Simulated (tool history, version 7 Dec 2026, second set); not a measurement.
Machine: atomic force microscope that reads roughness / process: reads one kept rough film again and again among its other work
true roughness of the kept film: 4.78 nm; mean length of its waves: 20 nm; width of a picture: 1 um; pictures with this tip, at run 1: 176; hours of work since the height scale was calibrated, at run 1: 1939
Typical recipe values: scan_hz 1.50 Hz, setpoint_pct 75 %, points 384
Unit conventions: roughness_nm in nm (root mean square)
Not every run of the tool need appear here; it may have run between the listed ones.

run	hour	scan_hz	setpoint_pct	points	pictures with this tip	hours of work since the height scale was calibrated	roughness_nm
1	0.0	1.50	75	384	176	1939	2.733
# hour 5.5: new tip fitted
2	72.2	2.12	75	384	83	1990	2.914
3	122.7	2.12	63	384	145	2025	2.878
# hour 149.7: new tip fitted
4	179.6	0.79	63	384	37	2065	3.387
5	253.2	3.27	75	384	129	2117	2.547
# hour 295.9: new tip fitted
6	323.2	1.50	68	384	34	2165	3.293
7	357.0	1.50	75	816	76	2189	3.092
8	432.2	1.50	75	816	170	2242	2.742
# hour 442.8: new tip fitted
9	493.5	1.50	70	816	63	2285	3.186
10	540.5	1.50	76	384	121	2318	2.868
# hour 589.0: new tip fitted
11	599.7	1.50	76	384	13	2359	3.314
12	654.0	1.50	76	384	81	2398	3.008
13	724.7	1.50	76	384	169	2447	2.701
# hour 737.9: new tip fitted
# hour 766.7: height scale calibrated on a step standard
14	798.2	1.50	76	384	74	22	2.960
15	845.2	1.50	86	384	132	55	2.616
# hour 885.9: new tip fitted
16	890.8	1.91	75	384	6	87	3.189
17	961.3	1.91	75	384	94	137	2.787
# hour 1030.2: new tip fitted
18	1030.2	1.91	75	384	0	185	3.207
19	1072.0	1.50	70	384	52	214	3.132
20	1125.6	1.50	62	384	119	252	2.955
21	1163.6	3.70	73	384	166	279	2.401
# hour 1176.5: new tip fitted
# hour 1195.8: height scale calibrated on a step standard, once more
22	1220.3	1.39	75	575	53	17	3.241
23	1278.1	1.39	75	575	125	58	2.990
# hour 1323.1: new tip fitted
24	1352.5	1.39	75	575	37	110	3.346
25	1413.0	1.39	75	575	112	153	3.011
# hour 1467.2: new tip fitted
26	1480.6	3.82	75	384	16	200	2.923
27	1560.0	2.60	75	384	115	256	2.727
# hour 1610.9: new tip fitted
28	1626.1	0.51	76	384	18	302	3.544
29	1682.5	1.41	75	384	89	341	3.076
30	1747.2	1.41	75	384	169	387	2.813
# hour 1756.5: new tip fitted
31	1799.0	1.52	75	384	53	423	3.160
32	1878.6	0.93	85	384	152	479	2.834
# hour 1902.5: new tip fitted
33	1918.6	0.54	85	320	20	507	3.411
34	1999.1	2.53	79	360	120	564	2.668
# hour 2046.2: new tip fitted
35	2064.0	2.53	79	360	22	609	2.960
36	2116.5	1.35	90	384	87	646	2.759
37	2176.8	0.78	78	425	162	688	2.807

Subtracting, for every run, the result it would have given without the tool's unlogged condition from the measured result gives the following. The same run-to-run variation enters both numbers; the gauge's scatter may not:
What the log doesn't record here: radius of the tip, nm; height scale over the true one, %; drift of the gauge itself on roughness_nm, %.
run	roughness_nm
1	-0.717
2	-0.412
3	-0.680
4	-0.310
5	-0.588
6	-0.251
7	-0.427
8	-0.760
9	-0.386
10	-0.574
11	-0.144
12	-0.456
13	-0.755
14	-0.487
15	-0.652
16	-0.231
17	-0.584
18	-0.181
19	-0.423
20	-0.680
21	-0.720
22	-0.276
23	-0.541
24	-0.198
25	-0.508
26	-0.115
27	-0.484
28	-0.107
29	-0.387
30	-0.666
31	-0.302
32	-0.635
33	-0.154
34	-0.489
35	-0.202
36	-0.459
37	-0.771
